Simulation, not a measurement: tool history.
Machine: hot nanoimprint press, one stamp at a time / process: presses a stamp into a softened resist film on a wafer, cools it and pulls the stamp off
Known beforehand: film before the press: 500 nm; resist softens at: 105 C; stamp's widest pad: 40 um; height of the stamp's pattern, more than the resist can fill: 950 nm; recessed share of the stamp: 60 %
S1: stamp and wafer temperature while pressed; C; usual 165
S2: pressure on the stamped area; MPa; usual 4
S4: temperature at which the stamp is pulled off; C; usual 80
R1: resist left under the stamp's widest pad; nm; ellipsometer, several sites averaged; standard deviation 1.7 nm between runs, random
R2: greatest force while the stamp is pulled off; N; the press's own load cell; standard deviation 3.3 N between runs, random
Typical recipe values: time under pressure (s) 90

Run 1, hour 0: usual settings. Result: R1 265.4 nm, R2 160 N.
Run 2, hour 11.6: usual settings but S2 3.78 MPa. Result: R1 276.7 nm, R2 150 N.
Run 3, hour 23.8: usual settings but S2 3.78 MPa. Result: R1 275.3 nm, R2 161 N.
Run 4, hour 38.9: usual settings but S2 3.78 MPa. Result: R1 274.3 nm, R2 159 N.
Run 5, hour 50.2: usual settings but S2 3.78 MPa. Result: R1 277.3 nm, R2 158 N.
Run 6, hour 64.4: usual settings but S2 3.78 MPa. Result: R1 275.2 nm, R2 152 N.
Run 7, hour 83.1: usual settings but S2 3.78 MPa. Result: R1 278.1 nm, R2 155 N.
Run 8, hour 104.2: usual settings. Result: R1 268 nm, R2 163 N.
Run 9, hour 118.8: usual settings. Result: R1 266.6 nm, R2 158 N.
Run 10, hour 140.6: usual settings. Result: R1 266.7 nm, R2 155 N.
Run 11, hour 154.5: usual settings. Result: R1 268.2 nm, R2 161 N.
Run 12, hour 165.9: usual settings. Result: R1 268.8 nm, R2 163 N.
Run 13, hour 177.9: usual settings but S4 66 C. Result: R1 265.3 nm, R2 227 N.
Run 14, hour 198.9: usual settings but S4 66 C. Result: R1 269.8 nm, R2 224 N.
Run 15, hour 211.3: usual settings but S4 66 C. Result: R1 269.6 nm, R2 213 N.
Run 16, hour 223.2: usual settings but S1 157 C, S2 5.29 MPa, time under pressure (s) 144, S4 79 C. Result: R1 316.3 nm, R2 160 N.
Run 17, hour 237: usual settings but S1 157 C, S2 2.49 MPa, time under pressure (s) 106, S4 79 C. Result: R1 423.3 nm, R2 162 N.
Run 18, hour 252.4: usual settings but S4 78 C. Result: R1 271.1 nm, R2 167 N.
Run 19, hour 274.1: usual settings but S1 162 C, time under pressure (s) 111, S4 73 C. Result: R1 295 nm, R2 184 N.
Run 20, hour 288.8: usual settings but S1 162 C, time under pressure (s) 111, S4 73 C. Result: R1 293.6 nm, R2 192 N.
Run 21, hour 299.9: usual settings but S1 162 C, time under pressure (s) 111, S4 73 C. Result: R1 297 nm, R2 191 N.
Run 22, hour 309.9: usual settings but S1 162 C, time under pressure (s) 111, S4 73 C. Result: R1 295.1 nm, R2 183 N.
Run 23, hour 320.6: usual settings but S4 74 C. Result: R1 267.7 nm, R2 183 N.
Run 24, hour 332.6: usual settings but S4 74 C. Result: R1 270 nm, R2 187 N.
Run 25, hour 343.9: usual settings but S4 74 C. Result: R1 268.6 nm, R2 186 N.
Run 26, hour 365.6: usual settings but S4 75 C. Result: R1 267.3 nm, R2 184 N.
Run 27, hour 384.6: usual settings but S1 171 C, S2 2.73 MPa, time under pressure (s) 138, S4 84 C. Result: R1 208.5 nm, R2 142 N.
Run 28, hour 394.9: usual settings but S1 155 C, S2 2.73 MPa, time under pressure (s) 139, S4 84 C. Result: R1 420.7 nm, R2 144 N.
Run 29, hour 413.8: usual settings but S1 174 C, S2 2.73 MPa, time under pressure (s) 77, S4 84 C. Result: R1 216.7 nm, R2 139 N.
Run 30, hour 423.9: usual settings but S2 2.42 MPa, time under pressure (s) 48. Result: R1 387.1 nm, R2 158 N.

Between the runs listed above, the log contained 1 entry, not reproduced here. Where in the sequence does each belong, and how does what the log doesn't record of the tool's condition differ from the listed run before to the listed run after?
In the gap between runs 28 and 29: press's hydraulic seals changed and the load cell set to zero (hour 410)
  pressure that arrives at the usual setting, %: 99.97 -> 100
